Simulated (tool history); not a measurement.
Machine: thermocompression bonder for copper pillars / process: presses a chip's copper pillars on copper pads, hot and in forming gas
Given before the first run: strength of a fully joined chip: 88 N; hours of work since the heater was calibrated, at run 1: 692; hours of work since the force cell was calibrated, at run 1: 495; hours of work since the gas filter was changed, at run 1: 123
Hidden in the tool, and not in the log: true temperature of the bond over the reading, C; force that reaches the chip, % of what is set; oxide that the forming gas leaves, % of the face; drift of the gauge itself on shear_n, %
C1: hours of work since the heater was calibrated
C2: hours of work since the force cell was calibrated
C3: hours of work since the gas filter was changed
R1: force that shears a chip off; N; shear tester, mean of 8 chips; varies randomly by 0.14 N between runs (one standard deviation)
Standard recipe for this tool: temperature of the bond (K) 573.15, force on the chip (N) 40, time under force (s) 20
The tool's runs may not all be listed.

{"run": 1, "hour": 0.0, "temperature of the bond (K)": 573.15, "force on the chip (N)": 40, "time under force (s)": 20, "C1": 692, "C2": 495, "C3": 123, "R1": 37.6}
{"run": 2, "hour": 16.2, "temperature of the bond (K)": 573.15, "force on the chip (N)": 40, "time under force (s)": 51, "C1": 704, "C2": 507, "C3": 136, "R1": 51.7}
{"hour": 29.6, "done": "heater calibrated with a thermocouple chip"}
{"run": 3, "hour": 32.3, "temperature of the bond (K)": 573.15, "force on the chip (N)": 40, "time under force (s)": 20, "C1": 2, "C2": 518, "C3": 147, "R1": 37.5}
{"run": 4, "hour": 47.5, "temperature of the bond (K)": 573.15, "force on the chip (N)": 40, "time under force (s)": 20, "C1": 14, "C2": 530, "C3": 159, "R1": 37.7}
{"hour": 50.4, "done": "forming gas filter changed"}
{"run": 5, "hour": 70.2, "temperature of the bond (K)": 565.15, "force on the chip (N)": 40, "time under force (s)": 20, "C1": 31, "C2": 547, "C3": 15, "R1": 35}
{"run": 6, "hour": 96.0, "temperature of the bond (K)": 565.15, "force on the chip (N)": 40, "time under force (s)": 20, "C1": 51, "C2": 567, "C3": 35, "R1": 34.9}
{"run": 7, "hour": 110.4, "temperature of the bond (K)": 579.15, "force on the chip (N)": 32, "time under force (s)": 46, "C1": 62, "C2": 578, "C3": 47, "R1": 47.6}
{"run": 8, "hour": 134.1, "temperature of the bond (K)": 573.15, "force on the chip (N)": 24, "time under force (s)": 50, "C1": 81, "C2": 597, "C3": 65, "R1": 39.9}
{"run": 9, "hour": 153.1, "temperature of the bond (K)": 573.15, "force on the chip (N)": 57, "time under force (s)": 26, "C1": 95, "C2": 612, "C3": 80, "R1": 49.6}
{"run": 10, "hour": 167.5, "temperature of the bond (K)": 573.15, "force on the chip (N)": 35, "time under force (s)": 20, "C1": 106, "C2": 623, "C3": 91, "R1": 35}
{"run": 11, "hour": 192.2, "temperature of the bond (K)": 573.15, "force on the chip (N)": 35, "time under force (s)": 20, "C1": 126, "C2": 642, "C3": 110, "R1": 35.1}
{"run": 12, "hour": 208.5, "temperature of the bond (K)": 560.15, "force on the chip (N)": 59, "time under force (s)": 46, "C1": 138, "C2": 654, "C3": 122, "R1": 54.1}

Predict each of these 3 candidate next runs independently; none follows another, all start after run 12:
{"run": "A", "hour": 230.6, "temperature of the bond (K)": 573.15, "force on the chip (N)": 50, "time under force (s)": 20, "C1": 155, "C2": 672, "C3": 140, "R1": "?"}
{"run": "B", "hour": 230.6, "temperature of the bond (K)": 573.15, "force on the chip (N)": 44, "time under force (s)": 12, "C1": 155, "C2": 672, "C3": 140, "R1": "?"}
{"run": "C", "hour": 230.6, "temperature of the bond (K)": 560.15, "force on the chip (N)": 59, "time under force (s)": 14, "C1": 155, "C2": 672, "C3": 140, "R1": "?"}

run=A R1=42.6
run=B R1=32.7
run=C R1=36
What these runs would have given with no unlogged condition in the tool:
run=A R1=42.6
run=B R1=32.8
run=C R1=36

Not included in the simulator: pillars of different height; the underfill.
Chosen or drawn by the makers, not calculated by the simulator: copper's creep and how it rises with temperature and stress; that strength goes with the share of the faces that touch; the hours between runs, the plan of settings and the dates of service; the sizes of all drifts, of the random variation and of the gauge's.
